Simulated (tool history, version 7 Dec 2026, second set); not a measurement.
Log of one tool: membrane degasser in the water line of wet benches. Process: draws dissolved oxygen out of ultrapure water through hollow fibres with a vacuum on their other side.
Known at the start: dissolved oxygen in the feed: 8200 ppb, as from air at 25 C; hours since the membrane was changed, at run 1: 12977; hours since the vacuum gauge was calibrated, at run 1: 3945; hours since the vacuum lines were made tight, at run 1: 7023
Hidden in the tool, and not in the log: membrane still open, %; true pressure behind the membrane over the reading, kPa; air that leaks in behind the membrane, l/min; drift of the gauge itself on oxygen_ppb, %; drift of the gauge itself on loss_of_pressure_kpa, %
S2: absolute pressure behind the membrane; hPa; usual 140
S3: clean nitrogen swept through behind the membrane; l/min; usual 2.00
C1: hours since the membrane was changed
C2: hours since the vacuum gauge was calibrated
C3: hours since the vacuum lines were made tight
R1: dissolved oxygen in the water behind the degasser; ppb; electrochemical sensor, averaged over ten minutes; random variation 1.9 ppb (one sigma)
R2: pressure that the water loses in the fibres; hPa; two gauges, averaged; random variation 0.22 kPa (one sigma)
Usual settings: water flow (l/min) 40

run 1 hour=0.0 | water_flow_(l/min)=40 S2=140 S3=2.00 | C1=12977 C2=3945 C3=7023 | R1=503.6 R2=551.9
run 2 hour=321.8 | water_flow_(l/min)=40 S2=220 S3=2.00 | C1=13298 C2=4267 C3=7345 | R1=805.7 R2=548.1
run 3 hour=559.7 | water_flow_(l/min)=40 S2=220 S3=2.35 | C1=13536 C2=4504 C3=7583 | R1=714.9 R2=551.4
run 4 hour=713.0 | water_flow_(l/min)=40 S2=220 S3=2.35 | C1=13690 C2=4658 C3=7736 | R1=715.7 R2=554.3
-- hour=740.0 vacuum gauge calibrated
run 5 hour=1047.1 | water_flow_(l/min)=40 S2=220 S3=2.35 | C1=14023 C2=307 C3=8070 | R1=714.1 R2=552.1
run 6 hour=1300.7 | water_flow_(l/min)=40 S2=116 S3=2.35 | C1=14277 C2=561 C3=8324 | R1=356.4 R2=552.6
run 7 hour=1604.2 | water_flow_(l/min)=40 S2=116 S3=2.35 | C1=14580 C2=864 C3=8627 | R1=355.8 R2=556.9
run 8 hour=1843.4 | water_flow_(l/min)=40 S2=116 S3=2.35 | C1=14819 C2=1103 C3=8866 | R1=357.9 R2=558.0
run 9 hour=2129.4 | water_flow_(l/min)=40 S2=116 S3=2.35 | C1=15105 C2=1389 C3=9152 | R1=359.8 R2=557.8
run 10 hour=2406.9 | water_flow_(l/min)=40 S2=116 S3=2.35 | C1=15383 C2=1667 C3=9430 | R1=357.1 R2=556.6
run 11 hour=2727.8 | water_flow_(l/min)=40 S2=116 S3=2.35 | C1=15704 C2=1988 C3=9751 | R1=358.1 R2=559.2
run 12 hour=3059.1 | water_flow_(l/min)=40 S2=140 S3=2.00 | C1=16035 C2=2319 C3=10082 | R1=502.6 R2=563.0
-- hour=3090.4 seals of the vacuum lines changed
run 13 hour=3288.8 | water_flow_(l/min)=40 S2=140 S3=2.00 | C1=16263 C2=2547 C3=198 | R1=505.0 R2=565.4
run 14 hour=3626.2 | water_flow_(l/min)=40 S2=140 S3=2.00 | C1=16600 C2=2884 C3=536 | R1=503.0 R2=562.3
run 15 hour=3785.9 | water_flow_(l/min)=40 S2=140 S3=2.00 | C1=16760 C2=3044 C3=695 | R1=500.2 R2=560.5
-- hour=4014.0 gauge calibrated
run 16 hour=4122.6 | water_flow_(l/min)=40 S2=140 S3=2.00 | C1=17097 C2=3381 C3=1032 | R1=504.5 R2=549.2
run 17 hour=4270.8 | water_flow_(l/min)=40 S2=140 S3=3.88 | C1=17245 C2=3529 C3=1180 | R1=300.5 R2=553.1
run 18 hour=4441.3 | water_flow_(l/min)=63 S2=193 S3=0.87 | C1=17415 C2=3699 C3=1351 | R1=1782.4 R2=864.7
run 19 hour=4712.4 | water_flow_(l/min)=37 S2=140 S3=2.56 | C1=17686 C2=3970 C3=1622 | R1=383.6 R2=512.4
run 20 hour=4965.2 | water_flow_(l/min)=37 S2=140 S3=2.56 | C1=17939 C2=4223 C3=1875 | R1=383.6 R2=506.6
run 21 hour=5107.6 | water_flow_(l/min)=40 S2=93 S3=2.82 | C1=18082 C2=4366 C3=2017 | R1=242.7 R2=553.2
run 22 hour=5355.5 | water_flow_(l/min)=40 S2=138 S3=1.02 | C1=18330 C2=4613 C3=2265 | R1=812.3 R2=555.8
-- hour=5415.4 vacuum gauge calibrated
run 23 hour=5675.0 | water_flow_(l/min)=40 S2=163 S3=1.02 | C1=18649 C2=260 C3=2584 | R1=977.0 R2=553.4
run 24 hour=5912.9 | water_flow_(l/min)=40 S2=137 S3=1.89 | C1=18886 C2=498 C3=2822 | R1=510.2 R2=553.5
run 25 hour=6243.8 | water_flow_(l/min)=40 S2=140 S3=4.42 | C1=19217 C2=828 C3=3153 | R1=271.4 R2=557.9
run 26 hour=6417.2 | water_flow_(l/min)=59 S2=306 S3=1.80 | C1=19391 C2=1002 C3=3326 | R1=1632.5 R2=826.6
run 27 hour=6652.4 | water_flow_(l/min)=59 S2=306 S3=1.80 | C1=19626 C2=1237 C3=3561 | R1=1631.9 R2=824.2
run 28 hour=6981.7 | water_flow_(l/min)=38 S2=273 S3=1.80 | C1=19955 C2=1566 C3=3891 | R1=1035.4 R2=530.9
run 29 hour=7309.1 | water_flow_(l/min)=38 S2=273 S3=1.80 | C1=20283 C2=1894 C3=4218 | R1=1043.6 R2=535.1
run 30 hour=7587.7 | water_flow_(l/min)=38 S2=273 S3=1.80 | C1=20561 C2=2172 C3=4497 | R1=1037.8 R2=531.3
run 31 hour=7925.2 | water_flow_(l/min)=54 S2=273 S3=1.80 | C1=20899 C2=2510 C3=4834 | R1=1383.6 R2=757.6

3 ways to go on from here, each from the tool as it stands after run 31. What would each give?
run A hour=8142.0 | water_flow_(l/min)=40 S2=213 S3=1.24 | C1=21116 C2=2727 C3=5051 | R1=? R2=?
run B hour=8142.0 | water_flow_(l/min)=45 S2=260 S3=1.80 | C1=21116 C2=2727 C3=5051 | R1=? R2=?
run C hour=8142.0 | water_flow_(l/min)=57 S2=317 S3=1.52 | C1=21116 C2=2727 C3=5051 | R1=? R2=?

run=A R1=1128.5 R2=564.3
run=B R1=1137.6 R2=636.1
run=C R1=1829.0 R2=804.3
Without the tool's hidden state the same runs would have given:
run=A R1=1128.3 R2=548.2
run=B R1=1137.4 R2=618.0
run=C R1=1828.7 R2=781.3
